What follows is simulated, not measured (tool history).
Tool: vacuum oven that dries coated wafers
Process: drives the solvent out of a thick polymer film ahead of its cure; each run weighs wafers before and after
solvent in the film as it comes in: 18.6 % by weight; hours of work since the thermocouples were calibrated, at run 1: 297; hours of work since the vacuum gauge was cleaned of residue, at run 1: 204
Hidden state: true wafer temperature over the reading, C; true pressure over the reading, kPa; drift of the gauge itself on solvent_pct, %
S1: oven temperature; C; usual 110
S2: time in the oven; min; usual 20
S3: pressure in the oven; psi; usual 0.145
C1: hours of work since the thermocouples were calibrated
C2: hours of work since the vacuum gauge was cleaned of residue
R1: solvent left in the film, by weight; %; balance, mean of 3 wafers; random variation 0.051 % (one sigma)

run,hour,S1,S2,S3,C1,C2,R1
1,0.0,110,20,0.145,297,204,1.73
2,40.2,110,20,0.145,326,233,1.55
3,97.1,110,20,0.145,367,274,1.62
4,186.5,110,20,0.145,431,338,1.55
5,255.2,110,20,0.145,480,387,1.63
6,326.3,110,20,0.145,530,437,1.63
7,395.7,110,20,0.145,580,487,1.64
8,467.3,110,20,0.145,631,538,1.60
9,522.0,110,20,0.145,670,577,1.59
10,589.3,110,20,0.145,718,625,1.57
11,653.6,110,20,0.145,764,671,1.59
12,706.9,110,20,0.145,802,709,1.61
13,790.7,110,20,0.145,862,769,1.66
14,880.3,110,20,0.145,926,833,1.47
15,944.3,110,20,0.145,972,879,1.61
# hour 993.9: oven's thermocouples calibrated
16,1008.1,110,13,0.145,10,923,3.14
17,1080.7,110,13,0.145,62,975,3.19
18,1156.3,124,20,0.145,116,1029,0.71
19,1201.6,110,17,0.145,148,1061,2.34
20,1251.5,110,17,0.145,184,1097,2.25
21,1301.7,110,17,0.145,220,1133,2.15
22,1346.7,110,17,0.145,252,1165,2.19
23,1425.8,117,15,0.160,308,1221,1.31
24,1462.0,110,20,0.097,334,1247,1.49
25,1517.4,110,15,0.145,374,1287,2.54
26,1568.2,96,15,0.145,410,1323,7.53
27,1626.8,107,19,0.148,452,1365,2.54
28,1703.0,124,12,0.145,507,1419,0.83
29,1781.2,103,27,0.152,562,1475,2.64
30,1840.5,122,35,0.235,605,1517,1.15
31,1915.5,122,35,0.235,658,1571,1.14
32,1972.9,122,35,0.235,699,1612,1.21
33,2053.4,118,34,0.145,757,1669,0.82
34,2114.7,117,20,0.145,801,1713,1.09
35,2180.6,117,27,0.078,848,1760,0.63
36,2245.6,114,36,0.421,894,1807,2.49
37,2296.4,113,28,0.165,930,1843,1.32
38,2355.8,118,12,0.165,973,1885,1.59
39,2393.2,108,27,0.170,999,1912,1.73
# hour 2407.2: oven's thermocouples calibrated
40,2449.4,108,22,0.170,30,1951,2.18
41,2528.8,123,22,0.145,87,2008,0.88

How the hidden state differs across the entries between the runs, from the last listed run before each to the first after it:
Between runs 15 and 16: oven's thermocouples calibrated (hour 993.9)
  true wafer temperature over the reading, C: 1.41 -> 0.08; true pressure over the reading, kPa: 0.17 -> 0.18
  measured less the result without the state, R1: -0.08 -> +0.12 %
Between runs 39 and 40: oven's thermocouples calibrated (hour 2407.2)
  true wafer temperature over the reading, C: 1.48 -> 0.79; true pressure over the reading, kPa: 0.398 -> 0.407
  measured less the result without the state, R1: +0.18 -> +0.23 %

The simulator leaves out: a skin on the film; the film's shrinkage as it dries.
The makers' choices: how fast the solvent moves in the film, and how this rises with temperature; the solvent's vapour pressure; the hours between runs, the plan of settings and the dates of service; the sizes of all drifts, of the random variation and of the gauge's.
